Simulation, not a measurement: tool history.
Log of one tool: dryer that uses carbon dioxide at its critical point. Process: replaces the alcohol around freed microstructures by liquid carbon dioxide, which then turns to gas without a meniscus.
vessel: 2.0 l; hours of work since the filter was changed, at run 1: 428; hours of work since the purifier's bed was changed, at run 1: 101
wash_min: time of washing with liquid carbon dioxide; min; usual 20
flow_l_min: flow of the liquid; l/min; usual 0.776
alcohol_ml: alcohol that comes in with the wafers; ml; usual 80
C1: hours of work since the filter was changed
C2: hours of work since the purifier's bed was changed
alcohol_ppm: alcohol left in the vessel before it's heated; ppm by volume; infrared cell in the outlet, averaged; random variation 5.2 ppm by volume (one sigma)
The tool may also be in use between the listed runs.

{"run": 1, "hour": 0.0, "wash_min": 20, "flow_l_min": 0.776, "alcohol_ml": 80, "C1": 428, "C2": 101, "alcohol_ppm": 159}
{"run": 2, "hour": 14.0, "wash_min": 20, "flow_l_min": 0.776, "alcohol_ml": 80, "C1": 435, "C2": 107, "alcohol_ppm": 146}
{"run": 3, "hour": 34.3, "wash_min": 20, "flow_l_min": 0.776, "alcohol_ml": 80, "C1": 444, "C2": 116, "alcohol_ppm": 158}
{"run": 4, "hour": 63.3, "wash_min": 20, "flow_l_min": 0.596, "alcohol_ml": 80, "C1": 457, "C2": 130, "alcohol_ppm": 529}
{"run": 5, "hour": 82.1, "wash_min": 13, "flow_l_min": 0.596, "alcohol_ml": 80, "C1": 466, "C2": 138, "alcohol_ppm": 2361}
{"run": 6, "hour": 105.7, "wash_min": 13, "flow_l_min": 0.596, "alcohol_ml": 80, "C1": 476, "C2": 149, "alcohol_ppm": 2423}
{"run": 7, "hour": 134.3, "wash_min": 17, "flow_l_min": 0.596, "alcohol_ml": 80, "C1": 489, "C2": 162, "alcohol_ppm": 996}
{"run": 8, "hour": 148.1, "wash_min": 17, "flow_l_min": 0.596, "alcohol_ml": 80, "C1": 496, "C2": 168, "alcohol_ppm": 1021}
{"run": 9, "hour": 169.5, "wash_min": 20, "flow_l_min": 0.776, "alcohol_ml": 80, "C1": 506, "C2": 178, "alcohol_ppm": 169}
{"run": 10, "hour": 202.4, "wash_min": 20, "flow_l_min": 0.776, "alcohol_ml": 80, "C1": 521, "C2": 193, "alcohol_ppm": 181}
{"run": 11, "hour": 222.2, "wash_min": 20, "flow_l_min": 0.776, "alcohol_ml": 80, "C1": 530, "C2": 202, "alcohol_ppm": 184}
{"run": 12, "hour": 241.7, "wash_min": 20, "flow_l_min": 0.776, "alcohol_ml": 80, "C1": 538, "C2": 211, "alcohol_ppm": 180}
{"run": 13, "hour": 263.6, "wash_min": 20, "flow_l_min": 0.776, "alcohol_ml": 80, "C1": 548, "C2": 221, "alcohol_ppm": 176}
{"hour": 289.2, "done": "inlet filter changed"}
{"run": 14, "hour": 293.3, "wash_min": 22, "flow_l_min": 0.776, "alcohol_ml": 80, "C1": 2, "C2": 234, "alcohol_ppm": 93}
{"run": 15, "hour": 319.6, "wash_min": 22, "flow_l_min": 0.776, "alcohol_ml": 80, "C1": 14, "C2": 246, "alcohol_ppm": 102}
{"run": 16, "hour": 334.5, "wash_min": 22, "flow_l_min": 0.776, "alcohol_ml": 80, "C1": 21, "C2": 253, "alcohol_ppm": 102}
{"run": 17, "hour": 359.3, "wash_min": 22, "flow_l_min": 0.776, "alcohol_ml": 80, "C1": 32, "C2": 264, "alcohol_ppm": 107}
{"run": 18, "hour": 387.5, "wash_min": 20, "flow_l_min": 0.673, "alcohol_ml": 80, "C1": 45, "C2": 277, "alcohol_ppm": 266}
{"run": 19, "hour": 413.4, "wash_min": 25, "flow_l_min": 0.726, "alcohol_ml": 80, "C1": 57, "C2": 289, "alcohol_ppm": 79}
{"run": 20, "hour": 441.4, "wash_min": 25, "flow_l_min": 0.726, "alcohol_ml": 80, "C1": 69, "C2": 301, "alcohol_ppm": 94}
{"run": 21, "hour": 467.6, "wash_min": 25, "flow_l_min": 0.894, "alcohol_ml": 51, "C1": 81, "C2": 313, "alcohol_ppm": 65}
{"run": 22, "hour": 486.6, "wash_min": 14, "flow_l_min": 1.104, "alcohol_ml": 45, "C1": 90, "C2": 322, "alcohol_ppm": 115}
{"run": 23, "hour": 517.7, "wash_min": 12, "flow_l_min": 0.776, "alcohol_ml": 80, "C1": 104, "C2": 336, "alcohol_ppm": 1173}
{"run": 24, "hour": 533.1, "wash_min": 24, "flow_l_min": 0.537, "alcohol_ml": 21, "C1": 111, "C2": 343, "alcohol_ppm": 138}
{"run": 25, "hour": 560.8, "wash_min": 24, "flow_l_min": 0.589, "alcohol_ml": 21, "C1": 124, "C2": 356, "alcohol_ppm": 120}
{"run": 26, "hour": 589.9, "wash_min": 24, "flow_l_min": 0.589, "alcohol_ml": 21, "C1": 137, "C2": 369, "alcohol_ppm": 110}
{"run": 27, "hour": 608.9, "wash_min": 21, "flow_l_min": 1.132, "alcohol_ml": 29, "C1": 146, "C2": 378, "alcohol_ppm": 68}
{"run": 28, "hour": 625.4, "wash_min": 21, "flow_l_min": 1.132, "alcohol_ml": 29, "C1": 153, "C2": 385, "alcohol_ppm": 67}
{"run": 29, "hour": 647.5, "wash_min": 15, "flow_l_min": 1.147, "alcohol_ml": 58, "C1": 163, "C2": 395, "alcohol_ppm": 108}
{"run": 30, "hour": 664.2, "wash_min": 20, "flow_l_min": 0.526, "alcohol_ml": 26, "C1": 171, "C2": 403, "alcohol_ppm": 298}
{"run": 31, "hour": 689.6, "wash_min": 20, "flow_l_min": 0.898, "alcohol_ml": 49, "C1": 183, "C2": 415, "alcohol_ppm": 93}
{"run": 32, "hour": 717.6, "wash_min": 20, "flow_l_min": 1.117, "alcohol_ml": 49, "C1": 195, "C2": 427, "alcohol_ppm": 80}
{"run": 33, "hour": 746.1, "wash_min": 20, "flow_l_min": 1.117, "alcohol_ml": 49, "C1": 208, "C2": 440, "alcohol_ppm": 77}

Hidden state or all else? Some run-to-run changes of alcohol_ppm, split into what the settings, what came in and random variation would give without the hidden state, and what is left for the hidden state (with any gauge scatter that isn't in both results):
The hidden state here: flow that reaches the vessel past the clogged filter, %; alcohol in the recycled carbon dioxide, ppm; drift of the gauge itself on alcohol_ppm, %.
Run 4 -> 5: wash_min 20 -> 13. alcohol_ppm +1832 ppm by volume: hidden state +264, all else +1568.
Run 6 -> 7: wash_min 13 -> 17. alcohol_ppm -1427 ppm by volume: hidden state -189, all else -1238.
Run 8 -> 9: wash_min 17 -> 20, flow_l_min 0.596 -> 0.776. alcohol_ppm -852 ppm by volume: hidden state -172, all else -680.
Run 22 -> 23: wash_min 14 -> 12, flow_l_min 1.104 -> 0.776, alcohol_ml 45 -> 80. alcohol_ppm +1058 ppm by volume: hidden state +54, all else +1004.
